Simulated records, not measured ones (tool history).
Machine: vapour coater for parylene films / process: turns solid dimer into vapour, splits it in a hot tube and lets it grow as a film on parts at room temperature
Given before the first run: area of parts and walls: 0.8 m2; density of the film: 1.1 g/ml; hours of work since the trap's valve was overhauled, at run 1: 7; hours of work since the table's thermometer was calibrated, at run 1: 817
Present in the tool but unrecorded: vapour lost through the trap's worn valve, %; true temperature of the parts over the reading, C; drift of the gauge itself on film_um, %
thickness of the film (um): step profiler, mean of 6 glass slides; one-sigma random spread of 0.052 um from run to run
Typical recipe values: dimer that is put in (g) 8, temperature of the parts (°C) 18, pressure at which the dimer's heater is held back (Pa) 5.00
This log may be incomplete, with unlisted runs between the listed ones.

run,hour,dimer that is put in (g),temperature of the parts (°C),pressure at which the dimer's heater is held back (Pa),hours of work since the trap's valve was overhauled,hours of work since the table's thermometer was calibrated,thickness of the film (um)
1,0.0,8,18,5.00,7,817,6.40
2,40.2,8,18,5.00,36,845,6.44
3,61.8,8,18,5.00,51,860,6.39
4,88.0,8,18,6.84,70,879,6.16
5,110.9,8,20,6.84,86,895,5.93
6,139.2,8,20,6.84,106,915,5.86
7,162.5,8,20,6.84,122,931,5.82
8,186.3,8,20,6.84,139,948,5.84
9,205.3,8,20,6.84,153,962,5.85
10,239.3,8,18,5.00,177,986,6.21
11,256.4,8,10,5.00,189,998,7.51
12,284.2,8,18,5.00,208,1017,6.39
13,300.7,8,18,5.00,220,1029,6.40
14,322.2,8,18,5.00,235,1044,6.46
15,347.2,8,18,5.00,253,1062,6.37
16,377.5,5,18,5.00,274,1083,3.98
# hour 391.8: trap's valve overhauled
17,398.8,5,18,5.00,5,1096,3.97
18,419.0,5,18,5.00,19,1110,3.96
19,439.7,8,18,4.27,34,1124,6.61
20,467.7,8,18,4.27,54,1144,6.54
21,484.6,8,18,4.27,66,1156,6.48
22,506.0,8,18,5.00,81,1171,6.27
23,536.1,8,18,5.00,102,1193,6.42
24,563.4,8,18,5.00,121,1212,6.44
25,593.2,11,22,5.63,142,1233,7.92
26,628.8,13,30,5.63,167,1258,8.12
27,647.5,9,26,5.63,181,1271,5.94
28,671.1,8,18,5.00,197,1288,6.39
29,689.5,8,18,5.00,210,1301,6.46
30,707.0,4,18,3.80,223,1313,3.36
31,723.4,8,12,8.50,234,1325,6.70
32,751.5,4,18,8.50,254,1345,2.92
33,787.8,11,20,3.67,280,1370,8.86
# hour 794.3: trap's valve overhauled
34,823.4,11,20,3.67,21,1393,8.91
35,856.3,10,12,9.91,44,1416,8.14
36,890.1,9,20,10.14,68,1440,6.15
37,920.1,9,20,10.14,89,1461,6.24
38,960.1,9,20,10.14,117,1489,6.25
39,980.2,9,20,10.14,131,1504,6.21
40,997.2,9,20,10.14,143,1516,6.19
41,1033.8,7,23,2.10,169,1541,5.76
# hour 1067.2: table's thermometer calibrated
42,1068.8,8,11,6.01,193,1,7.20
43,1108.3,6,18,2.18,221,29,5.46

Below are 3 alternative next runs, each starting from the tool's condition after run 43. Predict each:
A,1138.2,13,18,2.20,242,50,?
B,1138.2,8,18,3.88,242,50,?
C,1138.2,4,11,10.30,242,50,?

run,thickness of the film (um)
A,11.87
B,6.64
C,3.27
Had the tool no hidden state, the same runs would have come out as:
run,thickness of the film (um)
A,11.89
B,6.66
C,3.28

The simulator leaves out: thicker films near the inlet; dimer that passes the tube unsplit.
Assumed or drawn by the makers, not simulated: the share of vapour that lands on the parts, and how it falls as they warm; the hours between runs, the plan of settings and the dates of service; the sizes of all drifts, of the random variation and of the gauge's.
